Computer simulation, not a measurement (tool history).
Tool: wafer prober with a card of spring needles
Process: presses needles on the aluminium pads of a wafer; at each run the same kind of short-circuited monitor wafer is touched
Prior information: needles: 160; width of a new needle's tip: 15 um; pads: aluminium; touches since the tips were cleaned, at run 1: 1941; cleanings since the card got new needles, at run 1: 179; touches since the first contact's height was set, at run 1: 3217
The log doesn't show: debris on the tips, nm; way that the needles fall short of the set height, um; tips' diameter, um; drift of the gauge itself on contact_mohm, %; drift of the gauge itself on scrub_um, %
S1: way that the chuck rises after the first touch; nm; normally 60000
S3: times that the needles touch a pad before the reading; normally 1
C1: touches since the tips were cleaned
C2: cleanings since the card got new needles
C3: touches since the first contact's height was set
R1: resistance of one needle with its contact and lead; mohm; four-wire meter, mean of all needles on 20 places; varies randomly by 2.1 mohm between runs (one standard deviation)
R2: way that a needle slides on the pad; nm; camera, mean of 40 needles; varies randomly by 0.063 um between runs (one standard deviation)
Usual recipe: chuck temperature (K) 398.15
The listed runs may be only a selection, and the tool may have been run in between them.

{"run": 1, "hour": 0.0, "S1": 60000, "chuck temperature (K)": 398.15, "S3": 1, "C1": 1941, "C2": 179, "C3": 3217, "R1": 252, "R2": 12910}
{"hour": 3.4, "done": "tips cleaned on abrasive film"}
{"hour": 19.8, "done": "tips cleaned on abrasive film"}
{"run": 2, "hour": 32.1, "S1": 60000, "chuck temperature (K)": 398.15, "S3": 1, "C1": 2413, "C2": 181, "C3": 9468, "R1": 255, "R2": 12840}
{"hour": 35.5, "done": "tips cleaned on abrasive film"}
{"hour": 51.9, "done": "tips cleaned on abrasive film"}
{"hour": 68.3, "done": "tips cleaned on abrasive film"}
{"hour": 84.7, "done": "tips cleaned on abrasive film"}
{"hour": 99.1, "done": "tips cleaned on abrasive film"}
{"run": 3, "hour": 99.1, "S1": 63000, "chuck temperature (K)": 398.15, "S3": 1, "C1": 0, "C2": 186, "C3": 22479, "R1": 238, "R2": 13310}
{"hour": 115.5, "done": "tips cleaned on abrasive film"}
{"hour": 131.9, "done": "tips cleaned on abrasive film"}
{"run": 4, "hour": 140.3, "S1": 63000, "chuck temperature (K)": 351.15, "S3": 1, "C1": 1662, "C2": 188, "C3": 30520, "R1": 243, "R2": 13160}
{"hour": 147.0, "done": "tips cleaned on abrasive film"}
{"hour": 163.4, "done": "tips cleaned on abrasive film"}
{"hour": 176.5, "done": "tips cleaned on abrasive film"}
{"hour": 192.9, "done": "tips cleaned on abrasive film"}
{"hour": 209.3, "done": "tips cleaned on abrasive film"}
{"run": 5, "hour": 216.0, "S1": 60000, "chuck temperature (K)": 398.15, "S3": 1, "C1": 1316, "C2": 193, "C3": 45233, "R1": 256, "R2": 12510}
{"hour": 222.6, "done": "tips cleaned on abrasive film"}
{"hour": 239.0, "done": "tips cleaned on abrasive film"}
{"hour": 255.4, "done": "tips cleaned on abrasive film"}
{"hour": 268.5, "done": "tips cleaned on abrasive film"}
{"run": 6, "hour": 280.1, "S1": 58000, "chuck temperature (K)": 398.15, "S3": 1, "C1": 2279, "C2": 197, "C3": 57714, "R1": 264, "R2": 12040}
{"hour": 283.5, "done": "tips cleaned on abrasive film"}
{"hour": 293.6, "done": "height of the first contact set anew"}
{"hour": 300.2, "done": "tips cleaned on abrasive film"}
{"hour": 314.9, "done": "tips cleaned on abrasive film"}
{"run": 7, "hour": 314.9, "S1": 58000, "chuck temperature (K)": 398.15, "S3": 1, "C1": 0, "C2": 200, "C3": 4131, "R1": 245, "R2": 12450}
{"hour": 331.3, "done": "tips cleaned on abrasive film"}
{"hour": 347.7, "done": "tips cleaned on abrasive film"}
{"hour": 363.9, "done": "tips cleaned on abrasive film"}
{"hour": 380.3, "done": "tips cleaned on abrasive film"}
{"run": 8, "hour": 382.0, "S1": 58000, "chuck temperature (K)": 398.15, "S3": 1, "C1": 331, "C2": 204, "C3": 17192, "R1": 243, "R2": 12340}
{"hour": 395.1, "done": "tips cleaned on abrasive film"}
{"hour": 411.5, "done": "tips cleaned on abrasive film"}
{"run": 9, "hour": 417.0, "S1": 56000, "chuck temperature (K)": 357.15, "S3": 1, "C1": 1073, "C2": 206, "C3": 24008, "R1": 247, "R2": 11830}
{"hour": 426.9, "done": "tips cleaned on abrasive film"}
{"hour": 443.3, "done": "tips cleaned on abrasive film"}
{"hour": 459.6, "done": "tips cleaned on abrasive film"}
{"hour": 475.9, "done": "tips cleaned on abrasive film"}
{"run": 10, "hour": 477.0, "S1": 56000, "chuck temperature (K)": 357.15, "S3": 1, "C1": 230, "C2": 210, "C3": 35681, "R1": 238, "R2": 11760}
{"hour": 490.2, "done": "tips cleaned on abrasive film"}
{"hour": 506.6, "done": "tips cleaned on abrasive film"}
{"hour": 521.1, "done": "tips cleaned on abrasive film"}
{"run": 11, "hour": 521.1, "S1": 56000, "chuck temperature (K)": 357.15, "S3": 2, "C1": 0, "C2": 213, "C3": 44256, "R1": 238, "R2": 11760}
{"hour": 534.3, "done": "tips cleaned on abrasive film"}
{"hour": 550.5, "done": "tips cleaned on abrasive film"}
{"hour": 563.6, "done": "tips cleaned on abrasive film"}
{"hour": 580.0, "done": "tips cleaned on abrasive film"}
{"run": 12, "hour": 586.6, "S1": 63000, "chuck temperature (K)": 323.15, "S3": 2, "C1": 1278, "C2": 217, "C3": 56989, "R1": 228, "R2": 13110}
{"hour": 593.6, "done": "tips cleaned on abrasive film"}
{"hour": 603.7, "done": "height of the first contact set anew"}
{"hour": 610.3, "done": "tips cleaned on abrasive film"}
{"hour": 622.3, "done": "card fitted with new needles"}
{"run": 13, "hour": 630.3, "S1": 60000, "chuck temperature (K)": 398.15, "S3": 3, "C1": 1557, "C2": 0, "C3": 1557, "R1": 234, "R2": 12890}
{"hour": 636.9, "done": "tips cleaned on abrasive film"}
{"hour": 653.3, "done": "tips cleaned on abrasive film"}
{"hour": 666.4, "done": "tips cleaned on abrasive film"}
{"hour": 682.8, "done": "tips cleaned on abrasive film"}
{"hour": 696.9, "done": "tips cleaned on abrasive film"}
{"run": 14, "hour": 696.9, "S1": 60000, "chuck temperature (K)": 398.15, "S3": 1, "C1": 0, "C2": 5, "C3": 14497, "R1": 234, "R2": 12780}

5 ways to go on from here, each from the tool as it stands after run 14. What would each give?
{"hour": 710.0, "done": "tips cleaned on abrasive film"}
{"hour": 723.1, "done": "tips cleaned on abrasive film"}
{"hour": 739.5, "done": "tips cleaned on abrasive film"}
{"hour": 755.9, "done": "tips cleaned on abrasive film"}
{"hour": 771.0, "done": "tips cleaned on abrasive film"}
{"run": "A", "hour": 771.0, "S1": 55000, "chuck temperature (K)": 328.15, "S3": 2, "C1": 0, "C2": 10, "C3": 28919, "R1": "?", "R2": "?"}
{"hour": 710.0, "done": "tips cleaned on abrasive film"}
{"hour": 723.1, "done": "tips cleaned on abrasive film"}
{"hour": 739.5, "done": "tips cleaned on abrasive film"}
{"hour": 755.9, "done": "tips cleaned on abrasive film"}
{"hour": 771.0, "done": "tips cleaned on abrasive film"}
{"run": "B", "hour": 771.0, "S1": 50000, "chuck temperature (K)": 398.15, "S3": 1, "C1": 0, "C2": 10, "C3": 28919, "R1": "?", "R2": "?"}
{"hour": 710.0, "done": "tips cleaned on abrasive film"}
{"hour": 723.1, "done": "tips cleaned on abrasive film"}
{"hour": 739.5, "done": "tips cleaned on abrasive film"}
{"hour": 755.9, "done": "tips cleaned on abrasive film"}
{"hour": 771.0, "done": "tips cleaned on abrasive film"}
{"run": "C", "hour": 771.0, "S1": 42000, "chuck temperature (K)": 381.15, "S3": 1, "C1": 0, "C2": 10, "C3": 28919, "R1": "?", "R2": "?"}
{"hour": 710.0, "done": "tips cleaned on abrasive film"}
{"hour": 723.1, "done": "tips cleaned on abrasive film"}
{"hour": 739.5, "done": "tips cleaned on abrasive film"}
{"hour": 755.9, "done": "tips cleaned on abrasive film"}
{"hour": 771.0, "done": "tips cleaned on abrasive film"}
{"run": "D", "hour": 771.0, "S1": 79000, "chuck temperature (K)": 398.15, "S3": 1, "C1": 0, "C2": 10, "C3": 28919, "R1": "?", "R2": "?"}
{"hour": 710.0, "done": "tips cleaned on abrasive film"}
{"hour": 723.1, "done": "tips cleaned on abrasive film"}
{"hour": 739.5, "done": "tips cleaned on abrasive film"}
{"hour": 755.9, "done": "tips cleaned on abrasive film"}
{"hour": 771.0, "done": "tips cleaned on abrasive film"}
{"run": "E", "hour": 771.0, "S1": 48000, "chuck temperature (K)": 398.15, "S3": 1, "C1": 0, "C2": 10, "C3": 28919, "R1": "?", "R2": "?"}

run=A R1=219 R2=11540
run=B R1=237 R2=10460
run=C R1=238 R2=8740
run=D R1=226 R2=16730
run=E R1=236 R2=10120
The same runs, with their run-to-run variation unchanged, on a tool lacking any hidden condition would have given:
run=A R1=217 R2=11780
run=B R1=234 R2=10700
run=C R1=235 R2=8980
run=D R1=225 R2=16970
run=E R1=233 R2=10360
